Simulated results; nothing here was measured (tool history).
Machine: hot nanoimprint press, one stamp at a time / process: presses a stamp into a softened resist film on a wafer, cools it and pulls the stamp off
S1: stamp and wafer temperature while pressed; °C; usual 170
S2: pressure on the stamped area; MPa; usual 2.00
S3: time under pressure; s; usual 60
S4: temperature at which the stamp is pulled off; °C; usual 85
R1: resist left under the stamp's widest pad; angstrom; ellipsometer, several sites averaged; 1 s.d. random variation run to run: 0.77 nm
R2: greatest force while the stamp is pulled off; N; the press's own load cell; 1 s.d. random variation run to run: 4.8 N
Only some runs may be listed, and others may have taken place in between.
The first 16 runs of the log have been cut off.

run   hour   S1    S2   S3  S4    R1   R2
 17  478.7  170  2.00   60  85  1365  431
     498.7  -- plate thermocouple calibrated, once more
 18  515.5  170  2.00   60  72  1277  505
 19  554.0  170  1.85  118  72  1029  517
 20  585.6  180  1.66   66  71   956  539
 21  610.6  170  2.00   41  81  1455  501
 22  641.1  170  2.00   41  81  1456  505
 23  667.2  170  2.00   56  89  1328  447
 24  695.6  170  2.09   34  73  1524  568
     703.8  -- stamp cleaned and given a new release coat
 25  725.9  170  2.09   34  73  1537  283
 26  762.6  164  2.28   34  73  1753  288
 27  786.6  168  2.00   60  85  1399  256
 28  823.3  164  1.24   60  85  1825  259
     852.3  -- press's hydraulic seals changed and the load cell set to zero
 29  861.4  164  1.24   60  85  1802  262
 30  894.7  170  1.35   67  85  1451  280
 31  925.9  170  1.35   67  85  1431  281

Predict each of these 3 candidate next runs independently; none follows another, all start after run 31:
  A  957.3  170  2.00  67  70   ?   ?
  B  957.3  170  1.35  33  85   ?   ?
  C  957.3  171  2.00  60  85   ?   ?

run    R1   R2
  A  1219  349
  B  1744  293
  C  1225  300
What these runs would have given with no unlogged condition in the tool:
run    R1   R2
  A  1189  282
  B  1714  236
  C  1195  242
